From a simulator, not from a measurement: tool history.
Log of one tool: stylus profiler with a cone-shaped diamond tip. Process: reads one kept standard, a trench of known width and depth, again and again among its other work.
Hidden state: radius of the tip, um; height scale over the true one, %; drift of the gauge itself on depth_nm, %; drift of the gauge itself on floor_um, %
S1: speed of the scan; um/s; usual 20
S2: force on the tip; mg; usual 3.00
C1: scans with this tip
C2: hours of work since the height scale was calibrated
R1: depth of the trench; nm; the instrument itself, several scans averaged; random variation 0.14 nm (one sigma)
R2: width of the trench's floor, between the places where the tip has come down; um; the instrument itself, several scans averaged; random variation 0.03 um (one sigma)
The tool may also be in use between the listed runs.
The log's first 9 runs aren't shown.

run   hour  S1    S2    C1   C2      R1     R2
 10  243.0  20  3.00  3216  467  505.25  46.27
 11  279.5  20  3.00  3402  494  505.39  46.24
 12  308.9  20  3.00  3552  516  505.15  46.20
 13  330.1  20  3.00  3661  532  505.39  46.14
 14  353.8  20  3.00  3782  549  505.48  46.14
 15  386.2  20  3.00  3947  573  505.36  46.10
 16  416.5  20  3.00  4102  596  505.46  46.09
 17  451.2  20  3.00  4279  621  505.64  46.11
 18  474.9  12  3.00  4400  639  505.44  46.04
 19  514.3  12  3.00  4602  668  505.60  45.99
 20  539.8  23  3.00  4732  687  505.76  46.00
 21  574.0  23  3.00  4907  712  505.76  46.04

The next listed run, before its measurement:
 22  600.8  74  1.37  5044  732   ?   ?

Run 22 gave R1 504.07 nm, R2 45.80 um.
Without the tool's hidden state the same run would have given R1 502.80 nm, R2 46.84 um.
